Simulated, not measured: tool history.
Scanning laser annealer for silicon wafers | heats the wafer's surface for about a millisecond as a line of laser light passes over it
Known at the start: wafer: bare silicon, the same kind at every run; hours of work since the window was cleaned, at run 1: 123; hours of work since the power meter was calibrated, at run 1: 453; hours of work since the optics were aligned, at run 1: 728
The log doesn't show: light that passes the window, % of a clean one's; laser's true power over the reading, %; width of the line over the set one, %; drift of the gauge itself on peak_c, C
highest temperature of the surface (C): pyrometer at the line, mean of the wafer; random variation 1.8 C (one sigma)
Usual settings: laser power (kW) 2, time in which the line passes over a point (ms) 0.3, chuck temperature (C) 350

run,hour,laser power (kW),time in which the line passes over a point (ms),chuck temperature (C),hours of work since the window was cleaned,hours of work since the power meter was calibrated,hours of work since the optics were aligned,highest temperature of the surface (C)
1,0,2,0.3,350,123,453,728,1071
2,69.3,2,0.3,350,170,500,775,1072
3,130.1,2,0.3,350,212,541,816,1069
# hour 150.2: optics aligned, line set to its width
4,182.4,2,0.3,350,244,573,22,1074
5,222.1,2,0.38,350,271,600,49,1164
6,269.6,2,0.38,350,303,633,81,1161
7,315,2,0.38,350,334,664,112,1166
8,382.2,2,0.3,383,380,709,158,1103
9,446.6,2,0.3,363,424,753,202,1084
10,485.8,2,0.3,363,451,780,229,1084
11,552.2,1.782,0.3,350,496,825,274,995
12,622,1.782,0.3,350,543,873,321,999
13,679.7,2,0.351,350,583,912,361,1132
14,736.5,2,0.3,350,621,951,399,1070
15,786.1,2,0.3,350,655,985,433,1071
16,860.7,2,0.3,350,706,1035,484,1070
17,905.9,1.9,0.291,366,737,1066,515,1041
18,959.5,1.9,0.291,366,773,1103,551,1043
19,1021,1.9,0.291,366,815,1145,593,1044
20,1059,2.123,0.345,378,841,1170,619,1198
# hour 1079.8: window over the wafer cleaned
21,1124,1.853,0.3,342,30,1213,662,1015
22,1191.9,2.042,0.376,342,76,1260,708,1167
23,1242.9,1.894,0.335,350,111,1294,743,1074
24,1310.3,2.163,0.289,380,157,1340,789,1142
# hour 1369.1: optics aligned, line set to its width
25,1378.2,2.163,0.289,380,200,1383,6,1144
26,1428.5,1.769,0.223,318,234,1417,40,872
27,1466.3,1.769,0.223,318,260,1443,66,870

Forecast each of these 4 alternatives for the next run:
A,1521.1,2,0.3,328,297,1480,103,?
B,1521.1,2,0.356,350,297,1480,103,?
C,1521.1,2.161,0.223,343,297,1480,103,?
D,1521.1,2,0.267,350,297,1480,103,?

run,highest temperature of the surface (C)
A,1052
B,1133
C,1014
D,1029
Without the tool's hidden state the same runs would have given:
run,highest temperature of the surface (C)
A,1052
B,1134
C,1014
D,1030
